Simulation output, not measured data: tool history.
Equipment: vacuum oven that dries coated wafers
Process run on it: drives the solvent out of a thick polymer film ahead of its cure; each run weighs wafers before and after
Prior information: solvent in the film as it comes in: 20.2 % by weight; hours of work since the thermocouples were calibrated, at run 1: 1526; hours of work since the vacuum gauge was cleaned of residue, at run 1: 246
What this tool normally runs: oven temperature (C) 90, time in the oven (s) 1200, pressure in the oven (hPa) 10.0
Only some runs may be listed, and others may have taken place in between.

run,hour,oven temperature (C),time in the oven (s),pressure in the oven (hPa),hours of work since the thermocouples were calibrated,hours of work since the vacuum gauge was cleaned of residue,solvent left in the film (%)
1,0.0,90,1200,10.0,1526,246,1.57
# hour 49.2: oven's thermocouples calibrated
2,58.2,90,1200,10.0,5,280,1.53
3,169.3,90,1200,10.0,72,346,1.63
4,243.5,90,900,10.0,117,391,2.76
# hour 277.2: oven's thermocouples calibrated, once more
5,343.5,90,900,10.0,40,450,2.12
6,439.4,90,2040,10.0,98,508,0.43
7,488.5,90,1860,10.0,127,537,0.57
8,564.9,90,1860,10.0,173,583,0.45
9,611.3,90,1860,10.0,201,611,0.50
10,712.2,90,1860,11.8,262,672,0.55
11,766.9,93,1200,10.0,295,705,0.94
12,827.6,93,1200,10.0,331,741,0.94
13,928.0,93,1200,10.0,391,802,0.97
14,1003.1,90,1200,25.5,437,847,1.70
15,1078.6,90,1200,25.5,482,892,1.71
16,1182.2,90,1200,25.5,544,954,1.83
17,1291.7,90,1200,25.5,610,1020,1.75
18,1388.0,89,1200,10.0,668,1078,1.46
19,1447.8,104,780,10.4,704,1114,0.90
20,1561.1,76,1200,12.0,772,1182,4.20
21,1623.4,90,1200,20.7,810,1220,1.63
22,1705.5,90,780,27.1,859,1269,3.48
23,1818.7,90,780,27.1,927,1337,3.61
24,1901.8,86,600,7.5,977,1387,5.46
25,2010.9,91,1200,16.3,1043,1453,1.44
26,2078.0,91,1200,16.3,1083,1493,1.52
27,2168.6,84,660,31.9,1138,1548,6.10
28,2221.5,89,1320,16.0,1170,1580,1.57
29,2296.8,103,1380,10.0,1215,1625,0.35
30,2398.1,103,1380,10.0,1276,1686,0.29
31,2473.6,103,1380,10.0,1321,1731,0.29
32,2566.6,83,1920,10.0,1377,1787,1.22
33,2648.8,103,1200,10.0,1427,1837,0.48
34,2708.3,103,1560,10.0,1462,1872,0.34
35,2816.2,103,1560,10.0,1527,1937,0.34

Hidden state at the last listed run before each entry between runs and at the first one after, where it differs:
Runs 1 to 2: oven's thermocouples calibrated (hour 49.2)
  true wafer temperature over the reading, C: -3.3 -> -3.74; true pressure over the reading, kPa: 0.063 -> 0.069
  what was measured, less what the result would be without the hidden state, solvent left in the film (%): +0.44 -> +0.50
Runs 4 to 5: oven's thermocouples calibrated, once more (hour 277.2)
  true wafer temperature over the reading, C: -3.95 -> -0.27; true pressure over the reading, kPa: 0.091 -> 0.103
  what was measured, less what the result would be without the hidden state, solvent left in the film (%): +0.77 -> +0.08

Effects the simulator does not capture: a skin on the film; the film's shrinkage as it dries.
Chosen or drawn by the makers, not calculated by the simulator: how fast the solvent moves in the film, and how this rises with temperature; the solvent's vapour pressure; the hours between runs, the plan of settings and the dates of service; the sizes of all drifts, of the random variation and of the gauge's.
